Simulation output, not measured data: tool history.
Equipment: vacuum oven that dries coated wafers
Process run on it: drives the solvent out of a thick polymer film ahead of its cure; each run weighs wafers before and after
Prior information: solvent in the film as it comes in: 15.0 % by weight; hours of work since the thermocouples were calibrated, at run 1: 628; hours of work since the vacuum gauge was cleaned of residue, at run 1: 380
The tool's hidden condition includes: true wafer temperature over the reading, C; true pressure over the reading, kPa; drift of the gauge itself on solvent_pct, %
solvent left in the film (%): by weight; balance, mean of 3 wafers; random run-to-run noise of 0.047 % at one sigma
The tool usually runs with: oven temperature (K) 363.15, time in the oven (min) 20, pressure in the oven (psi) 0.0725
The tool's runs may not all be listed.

run	day	oven temperature (K)	time in the oven (min)	pressure in the oven (psi)	hours of work since the thermocouples were calibrated	hours of work since the vacuum gauge was cleaned of residue	solvent left in the film (%)
1	0	363.15	20	0.0725	628	380	1.69
2	2.221	363.15	20	0.0725	666	418	1.56
3	4.462	363.15	20	0.0725	704	457	1.7
4	6.7	363.15	20	0.0725	743	495	1.77
5	9.246	363.15	20	0.0725	786	538	1.77
6	11.983	363.15	20	0.0725	833	585	1.72
7	14.696	368.15	20	0.0725	879	632	1.14
8	16.288	368.15	20	0.0725	907	659	1.11
9	17.692	368.15	20	0.0725	931	683	1.06
10	20.388	368.15	20	0.0725	977	729	1.23
11	21.6	368.15	20	0.2448	998	750	1.89
12	23.975	363.15	19	0.0725	1038	791	2.02
13	25.371	363.15	19	0.0725	1062	814	2.08
14	27.729	363.15	19	0.0725	1102	855	2.05
15	29.267	363.15	19	0.0725	1129	881	2.06
16	31.558	363.15	19	0.0725	1168	920	2.17
17	34.404	363.15	19	0.0725	1217	969	2.13
18	37.358	363.15	19	0.0725	1267	1020	2.15
19	40	363.15	20	0.0725	1312	1065	1.99
20	41.729	363.15	20	0.0725	1342	1094	2.12
21	43.538	363.15	20	0.0725	1373	1125	2.04
22	44.929	363.15	20	0.0397	1397	1149	1.91
23	47.325	363.15	20	0.0397	1438	1190	1.82
24	49.021	363.15	20	0.0397	1467	1219	2
25	51.421	363.15	20	0.0397	1508	1260	1.96
26	52.962	363.15	20	0.0397	1534	1287	1.95
27	54.696	363.15	20	0.0555	1564	1316	2.1
28	55.954	352.15	10	0.0612	1585	1338	7.57
29	57.221	352.15	10	0.0499	1607	1360	7.65
30	59.6	352.15	10	0.0499	1648	1400	7.45
31	61.375	352.15	10	0.0499	1678	1431	7.65
# day 61.838: oven's thermocouples calibrated
32	64.062	372.15	34	0.0614	38	1475	0.53
33	65.25	372.15	34	0.0614	58	1495	0.52
34	67.967	363.15	18	0.2564	105	1542	3.03
35	69.925	363.15	18	0.2564	138	1575	3.04
36	71.575	359.15	18	0.2564	167	1604	3.99
37	73.075	377.15	31	0.2564	192	1629	1.11
38	75.067	355.15	20	0.1324	226	1663	4.12
39	76.938	358.15	20	0.1156	258	1695	3.15
40	79.1	358.15	20	0.1156	295	1732	3.28
41	81.167	358.15	20	0.1156	331	1768	3.3
42	82.725	358.15	20	0.1156	357	1795	3.35
43	84.808	356.15	20	0.1156	393	1830	3.79
44	87.729	356.15	20	0.0811	443	1880	3.66
45	89.392	356.15	20	0.0811	472	1909	3.68
# day 91.275: vacuum gauge cleaned of residue and calibrated
46	91.45	373.15	26	0.0637	506	3	0.21
47	94.162	373.15	26	0.0637	552	49	0.28
48	96.625	373.15	26	0.0637	594	92	0.27

Hidden state at the last listed run before each entry between runs and at the first one after, where it differs:
After run 31, before run 32: oven's thermocouples calibrated (day 61.838)
  true wafer temperature over the reading, C: -2.11 -> -0.16; true pressure over the reading, kPa: 0.62 -> 0.64
  measured minus no-state result, solvent left in the film (%): +0.92 -> +0.33
After run 45, before run 46: vacuum gauge cleaned of residue and calibrated (day 91.275)
  true wafer temperature over the reading, C: -0.64 -> -0.68; true pressure over the reading, kPa: 0.83 -> -0.005
  measured minus no-state result, solvent left in the film (%): +0.81 -> +0.02

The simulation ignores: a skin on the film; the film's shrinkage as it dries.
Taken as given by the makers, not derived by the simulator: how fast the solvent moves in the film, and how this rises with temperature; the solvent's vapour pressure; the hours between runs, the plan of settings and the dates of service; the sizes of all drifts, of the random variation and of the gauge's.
